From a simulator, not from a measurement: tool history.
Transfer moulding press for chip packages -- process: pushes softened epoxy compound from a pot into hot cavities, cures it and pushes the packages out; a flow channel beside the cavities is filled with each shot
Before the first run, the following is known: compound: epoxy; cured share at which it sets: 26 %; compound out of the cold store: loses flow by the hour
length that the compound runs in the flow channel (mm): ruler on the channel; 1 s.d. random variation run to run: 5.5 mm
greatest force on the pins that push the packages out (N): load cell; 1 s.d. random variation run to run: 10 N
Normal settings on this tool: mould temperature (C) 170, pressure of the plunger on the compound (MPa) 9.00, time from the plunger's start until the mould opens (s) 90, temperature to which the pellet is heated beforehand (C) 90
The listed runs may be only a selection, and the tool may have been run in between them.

run   hour  mould temperature (C)  pressure of the plunger on the compound (MPa)  time from the plunger's start until the mould opens (s)  temperature to which the pellet is heated beforehand (C)  incoming compound's hours out of the cold store  length that the compound runs in the flow channel (mm)  greatest force on the pins that push the packages out (N)
  1    0.0                    170                                           9.00                                                       90                                                        90                                             35.7                                                     742                                                        525
  2   14.6                    170                                           9.00                                                       90                                                        98                                             39.3                                                     783                                                        594
  3   21.4                    170                                           9.00                                                       90                                                        98                                              9.2                                                     896                                                        647
  4   32.7                    170                                           9.00                                                       90                                                        98                                             36.1                                                     778                                                        700
  5   40.4                    170                                           9.00                                                       90                                                        98                                             36.6                                                     778                                                        690
  6   46.7                    170                                           9.00                                                       90                                                        98                                             16.7                                                     856                                                        738
  7   58.0                    170                                           9.00                                                       90                                                        98                                             13.5                                                     858                                                        776
  8   68.5                    170                                           8.34                                                       90                                                        90                                             12.5                                                     850                                                        787
  9   79.5                    170                                           9.00                                                       90                                                        90                                             16.2                                                     860                                                        848
 10   91.0                    170                                           9.00                                                       90                                                        90                                             47.0                                                     729                                                        545
 11  106.3                    170                                           9.00                                                       90                                                        90                                             43.4                                                     747                                                        643
 12  114.1                    170                                           9.00                                                       90                                                        90                                             21.8                                                     821                                                        695
 13  123.1                    170                                           9.60                                                       90                                                        90                                             20.8                                                     858                                                        757
 14  133.6                    170                                           9.00                                                       97                                                        90                                             35.6                                                     773                                                        773
 15  140.1                    170                                           9.00                                                       97                                                        90                                             47.4                                                     718                                                        735
 16  152.4                    170                                           9.00                                                       78                                                        90                                             23.6                                                     820                                                        964
 17  161.1                    170                                           9.00                                                       78                                                        90                                             14.6                                                     845                                                        963
 18  174.2                    170                                           9.00                                                       78                                                        90                                             37.3                                                     765                                                        598
 19  189.5                    170                                           9.00                                                       78                                                        90                                             26.7                                                     803                                                        719
 20  197.3                    170                                           9.00                                                       70                                                        90                                             38.2                                                     751                                                        903
 21  206.5                    176                                           7.76                                                       82                                                        90                                             29.2                                                     717                                                        682
 22  213.7                    176                                           7.76                                                       82                                                        90                                             37.5                                                     687                                                        707
 23  221.2                    170                                           9.00                                                       74                                                        90                                             35.1                                                     771                                                        959
 24  231.6                    170                                           9.00                                                       90                                                        84                                             39.9                                                     748                                                        797
 25  243.2                    178                                           9.00                                                       90                                                        96                                              8.9                                                     831                                                        760
 26  255.2                    171                                           8.42                                                       90                                                        96                                             32.9                                                     779                                                        480
 27  265.5                    172                                           9.00                                                       90                                                        99                                             31.5                                                     783                                                        548
 28  275.9                    176                                           7.21                                                       90                                                        90                                             18.5                                                     752                                                        609
 29  285.7                    170                                           7.16                                                       90                                                        95                                             14.5                                                     781                                                        688
 30  295.8                    170                                           7.16                                                       90                                                        95                                             44.6                                                     669                                                        727

Taken out of this log: 6 entries between the listed runs. Where each belongs, and how the hidden state differs across it:
After run 1, before run 2: plunger's sealing rings changed (hour 3.8)
  true mould temperature over the reading, C: 0.33 -> 0.34; pressure that reaches the compound, % of what is set: 90.76 -> 99.41; grip of the stained cavities, % over clean ones': 7 -> 23.2
  measured result minus the result with no hidden state, length that the compound runs in the flow channel (mm): -38 -> -3; greatest force on the pins that push the packages out (N): +30 -> +109
After run 9, before run 10: cavities cleaned with cleaning compound and waxed (hour 82.4)
  true mould temperature over the reading, C: 0.4 -> 0.41; pressure that reaches the compound, % of what is set: 97.09 -> 96.74; grip of the stained cavities, % over clean ones': 73 -> 16
  measured result minus the result with no hidden state, length that the compound runs in the flow channel (mm): -13 -> -13; greatest force on the pins that push the packages out (N): +353 -> +72
After run 17, before run 18: cavities cleaned with cleaning compound and waxed (hour 165.2)
  true mould temperature over the reading, C: 0.48 -> 0.49; pressure that reaches the compound, % of what is set: 94.25 -> 93.84; grip of the stained cavities, % over clean ones': 72.8 -> 14.7
  measured result minus the result with no hidden state, length that the compound runs in the flow channel (mm): -27 -> -25; greatest force on the pins that push the packages out (N): +390 -> +66
After run 18, before run 19: mould's thermocouples calibrated (hour 185.7)
  true mould temperature over the reading, C: 0.49 -> 0.31; pressure that reaches the compound, % of what is set: 93.84 -> 93.36; grip of the stained cavities, % over clean ones': 14.7 -> 31.1
  measured result minus the result with no hidden state, length that the compound runs in the flow channel (mm): -25 -> -29; greatest force on the pins that push the packages out (N): +66 -> +162
After run 25, before run 26: cavities cleaned with cleaning compound and waxed (hour 249.9); plunger's sealing rings changed (hour 255.1)
  true mould temperature over the reading, C: 0.36 -> 0.37; pressure that reaches the compound, % of what is set: 91.42 -> 99.77; grip of the stained cavities, % over clean ones': 71.2 -> 4.9
  measured result minus the result with no hidden state, length that the compound runs in the flow channel (mm): -39 -> -2; greatest force on the pins that push the packages out (N): +313 -> +20
